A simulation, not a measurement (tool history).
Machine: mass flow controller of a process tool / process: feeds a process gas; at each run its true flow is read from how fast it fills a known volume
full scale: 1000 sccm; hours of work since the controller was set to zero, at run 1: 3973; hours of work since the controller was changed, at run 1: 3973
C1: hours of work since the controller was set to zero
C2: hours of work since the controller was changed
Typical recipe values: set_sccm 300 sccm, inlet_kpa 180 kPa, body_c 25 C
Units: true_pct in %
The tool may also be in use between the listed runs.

Run 1, hour 0: usual settings; C1 3973; C2 3973. Result: true_pct 98.86 %.
Run 2, hour 177: usual settings; C1 4110; C2 4110. Result: true_pct 98.89 %.
Run 3, hour 389.6: usual settings; C1 4275; C2 4275. Result: true_pct 98.8 %.
Run 4, hour 508.6: usual settings; C1 4368; C2 4368. Result: true_pct 98.8 %.
Run 5, hour 722.4: usual settings but set_sccm 272 sccm; C1 4534; C2 4534. Result: true_pct 98.59 %.
Run 6, hour 844.3: usual settings; C1 4629; C2 4629. Result: true_pct 98.71 %.
Run 7, hour 1057.3: usual settings; C1 4794; C2 4794. Result: true_pct 98.66 %.
Run 8, hour 1228.4: usual settings; C1 4927; C2 4927. Result: true_pct 98.81 %.
Run 9, hour 1415.1: usual settings; C1 5072; C2 5072. Result: true_pct 98.63 %.
Run 10, hour 1554.5: usual settings; C1 5180; C2 5180. Result: true_pct 98.74 %.
Run 11, hour 1734: usual settings; C1 5320; C2 5320. Result: true_pct 98.69 %.
Run 12, hour 1842.6: usual settings; C1 5404; C2 5404. Result: true_pct 98.58 %.
Run 13, hour 1987.5: usual settings; C1 5517; C2 5517. Result: true_pct 98.6 %.
Run 14, hour 2155.2: usual settings; C1 5647; C2 5647. Result: true_pct 98.63 %.
Run 15, hour 2271.8: usual settings; C1 5738; C2 5738. Result: true_pct 98.67 %.
Run 16, hour 2487.7: usual settings; C1 5905; C2 5905. Result: true_pct 98.55 %.
Run 17, hour 2603.7: usual settings but body_c 24 C; C1 5995; C2 5995. Result: true_pct 98.6 %.
Run 18, hour 2813.1: usual settings but body_c 24 C; C1 6158; C2 6158. Result: true_pct 98.63 %.
Run 19, hour 2946.6: usual settings but body_c 24 C; C1 6262; C2 6262. Result: true_pct 98.62 %.
Run 20, hour 3126.7: usual settings but body_c 24 C; C1 6402; C2 6402. Result: true_pct 98.56 %.
Run 21, hour 3287.9: usual settings but body_c 24 C; C1 6527; C2 6527. Result: true_pct 98.51 %.
Run 22, hour 3407.3: usual settings but set_sccm 329 sccm; C1 6620; C2 6620. Result: true_pct 98.73 %.
Run 23, hour 3572.8: usual settings but set_sccm 329 sccm; C1 6748; C2 6748. Result: true_pct 98.63 %.
Run 24, hour 3685.6: usual settings but set_sccm 329 sccm; C1 6836; C2 6836. Result: true_pct 98.7 %.
Run 25, hour 3829.8: usual settings but set_sccm 329 sccm; C1 6948; C2 6948. Result: true_pct 98.53 %.
Run 26, hour 3950.3: usual settings but set_sccm 329 sccm; C1 7042; C2 7042. Result: true_pct 98.74 %.
Run 27, hour 4142.2: usual settings but set_sccm 466 sccm, inlet_kpa 145 kPa, body_c 30 C; C1 7191; C2 7191. Result: true_pct 98.97 %.
Run 28, hour 4323.2: usual settings but set_sccm 466 sccm, inlet_kpa 145 kPa, body_c 24 C; C1 7331; C2 7331. Result: true_pct 99.07 %.
Run 29, hour 4456.2: usual settings but set_sccm 466 sccm, inlet_kpa 145 kPa, body_c 26 C; C1 7435; C2 7435. Result: true_pct 98.95 %.
Run 30, hour 4616.7: usual settings but set_sccm 466 sccm, inlet_kpa 145 kPa, body_c 26 C; C1 7559; C2 7559. Result: true_pct 99.11 %.
Run 31, hour 4761.4: usual settings but set_sccm 466 sccm, inlet_kpa 145 kPa, body_c 26 C; C1 7672; C2 7672. Result: true_pct 99.09 %.
Run 32, hour 4964.6: usual settings but set_sccm 908 sccm, inlet_kpa 157 kPa; C1 7830; C2 7830. Result: true_pct 100.31 %.
Run 33, hour 5060.5: usual settings but set_sccm 908 sccm, inlet_kpa 225 kPa, body_c 29 C; C1 7904; C2 7904. Result: true_pct 100.81 %.
Run 34, hour 5233.2: usual settings but set_sccm 908 sccm, inlet_kpa 270 kPa; C1 8038; C2 8038. Result: true_pct 101.25 %.
Run 35, hour 5413.1: usual settings but set_sccm 695 sccm, inlet_kpa 267 kPa, body_c 28 C; C1 8178; C2 8178. Result: true_pct 100.71 %.
At hour 5585: controller's zero set anew.
Run 36, hour 5603.8: usual settings but set_sccm 695 sccm, inlet_kpa 267 kPa, body_c 28 C; C1 15; C2 8326. Result: true_pct 101.77 %.
Run 37, hour 5806: usual settings but set_sccm 113 sccm, inlet_kpa 146 kPa; C1 172; C2 8483. Result: true_pct 100.08 %.
Run 38, hour 6015: usual settings but set_sccm 113 sccm, inlet_kpa 146 kPa; C1 334; C2 8645. Result: true_pct 99.99 %.
Run 39, hour 6141.4: usual settings but set_sccm 523 sccm, inlet_kpa 146 kPa, body_c 21 C; C1 432; C2 8744. Result: true_pct 100.97 %.
Run 40, hour 6330.7: usual settings but set_sccm 523 sccm, inlet_kpa 146 kPa, body_c 21 C; C1 579; C2 8891. Result: true_pct 100.85 %.
Run 41, hour 6429.1: usual settings but set_sccm 523 sccm, inlet_kpa 146 kPa, body_c 21 C; C1 656; C2 8967. Result: true_pct 100.79 %.
Run 42, hour 6519.6: usual settings but set_sccm 922 sccm, inlet_kpa 214 kPa; C1 726; C2 9037. Result: true_pct 101.58 %.
Run 43, hour 6663.5: usual settings but set_sccm 922 sccm, inlet_kpa 214 kPa; C1 838; C2 9149. Result: true_pct 101.63 %.
Run 44, hour 6834: usual settings but set_sccm 922 sccm, inlet_kpa 214 kPa; C1 970; C2 9282. Result: true_pct 101.66 %.
At hour 6897.6: controller exchanged for a calibrated one.
Run 45, hour 6931.5: usual settings but set_sccm 145 sccm, inlet_kpa 169 kPa, body_c 22 C; C1 26; C2 26. Result: true_pct 98.98 %.
Run 46, hour 7116.7: usual settings but set_sccm 145 sccm, inlet_kpa 169 kPa, body_c 22 C; C1 170; C2 170. Result: true_pct 99.05 %.
Run 47, hour 7260.4: usual settings but body_c 29 C; C1 282; C2 282. Result: true_pct 99.01 %.
Run 48, hour 7389.9: usual settings but body_c 29 C; C1 382; C2 382. Result: true_pct 99.04 %.
Run 49, hour 7508.2: usual settings but set_sccm 140 sccm, body_c 24 C; C1 474; C2 474. Result: true_pct 98.84 %.

Below, some changes in true_pct between adjacent runs. For each, the amount present without the hidden state too (settings, incoming material, random variation) and the amount remaining for the hidden state with gauge scatter not shared by both compared results:
Hidden state at play: flow at rest that the sensor doesn't see, % of full scale; true flow over the shown one, %; drift of the gauge itself on true_pct, %.
Run 31 -> 32: set_sccm 466 -> 908, inlet_kpa 145 -> 157, body_c 26 -> 25. true_pct +1.22 %: hidden state +0.75, all else +0.47.
Run 35 -> 36: controller's zero set anew. true_pct +1.06 %: hidden state +1.05, all else +0.01.
Run 36 -> 37: set_sccm 695 -> 113, inlet_kpa 267 -> 146, body_c 28 -> 25. true_pct -1.69 %: hidden state -0.31, all else -1.38.
Run 44 -> 45: set_sccm 922 -> 145, inlet_kpa 214 -> 169, body_c 25 -> 22, controller exchanged for a calibrated one. true_pct -2.68 %: hidden state -1.73, all else -0.95.
